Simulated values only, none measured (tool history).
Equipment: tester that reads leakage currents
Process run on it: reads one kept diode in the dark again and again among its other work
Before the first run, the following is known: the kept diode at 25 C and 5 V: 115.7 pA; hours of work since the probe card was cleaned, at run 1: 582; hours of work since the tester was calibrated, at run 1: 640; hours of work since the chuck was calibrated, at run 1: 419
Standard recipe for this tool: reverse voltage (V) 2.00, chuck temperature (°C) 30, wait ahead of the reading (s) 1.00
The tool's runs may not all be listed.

run     day  reverse voltage (V)  chuck temperature (°C)  wait ahead of the reading (s)  hours of work since the probe card was cleaned  hours of work since the tester was calibrated  hours of work since the chuck was calibrated  current that the tester gives (pA)
  1   0.000                 2.00                      30                           1.00                                             582                                            640                                           419                              105.36
  2   1.475                 2.00                      34                           1.00                                             603                                            661                                           440                              142.93
  3   3.454                 2.00                      34                           1.00                                             632                                            690                                           469                              143.90
  4   5.096                 2.00                      34                           1.00                                             656                                            714                                           492                              142.57
  5   7.654                 2.36                      30                           1.00                                             693                                            751                                           529                              114.76
  6   9.938                 2.36                      30                           1.00                                             726                                            784                                           563                              115.13
  7  12.258                18.35                      52                           0.68                                             759                                            817                                           596                             1768.68
  8  14.188                 2.00                      37                           0.34                                             787                                            845                                           624                              180.34
  9  16.646                 2.00                      37                           0.82                                             823                                            881                                           660                              177.66
 10  18.767                 2.00                      30                           1.50                                             854                                            912                                           690                              104.68
 11  20.750                 2.00                      30                           2.20                                             882                                            940                                           719                              104.63
 12  22.158                17.37                      43                           4.14                                             903                                            961                                           740                              910.33

Branching from run 12: 3 alternative next runs. What would each branch give?
  A  23.875                17.37                      43                           0.88                                             928                                            986                                           764                                   ?
  B  23.875                 7.14                      43                           0.97                                             928                                            986                                           764                                   ?
  C  23.875                 2.00                      48                           1.76                                             928                                            986                                           764                                   ?

run  current that the tester gives (pA)
  A                              912.19
  B                              561.27
  C                              396.00
With the hidden condition removed and each run's random variation left untouched, the same runs would have given:
run  current that the tester gives (pA)
  A                              912.49
  B                              561.51
  C                              396.21
